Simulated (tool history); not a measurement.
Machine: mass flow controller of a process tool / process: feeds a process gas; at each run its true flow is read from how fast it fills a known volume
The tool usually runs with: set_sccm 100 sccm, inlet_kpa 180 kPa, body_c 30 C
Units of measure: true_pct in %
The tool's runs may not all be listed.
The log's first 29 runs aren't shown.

| run | hour | set_sccm | inlet_kpa | body_c | hours of work since the controller was set to zero | hours of work since the controller was changed | true_pct |
|---|---|---|---|---|---|---|---|
| 30 | 1859.5 | 22 | 166 | 23 | 2162 | 2162 | 102.17 |
| 31 | 1943.9 | 37 | 149 | 23 | 2196 | 2196 | 101.12 |
| 32 | 2026.4 | 26 | 180 | 33 | 2228 | 2228 | 101.06 |
| 33 | 2089.4 | 80 | 180 | 30 | 2252 | 2252 | 100.15 |
| 34 | 2158.6 | 100 | 197 | 37 | 2280 | 2280 | 99.68 |
| 35 | 2239.3 | 35 | 146 | 34 | 2311 | 2311 | 100.29 |
| 36 | 2285.5 | 35 | 146 | 34 | 2329 | 2329 | 100.38 |
| 37 | 2366.6 | 108 | 146 | 24 | 2361 | 2361 | 100.37 |
| 38 | 2458.2 | 99 | 182 | 32 | 2397 | 2397 | 100.06 |
| 39 | 2516.3 | 158 | 200 | 30 | 2420 | 2420 | 100.20 |
| 40 | 2590.2 | 158 | 200 | 30 | 2449 | 2449 | 100.22 |

Expected results for the next run?
| 41 | 2671.7 | 22 | 276 | 30 | 2480 | 2480 | ? |

Run 41 produced true_pct 102.78 %.
The same run, on a tool lacking any hidden state, would have yielded true_pct 99.61 %.

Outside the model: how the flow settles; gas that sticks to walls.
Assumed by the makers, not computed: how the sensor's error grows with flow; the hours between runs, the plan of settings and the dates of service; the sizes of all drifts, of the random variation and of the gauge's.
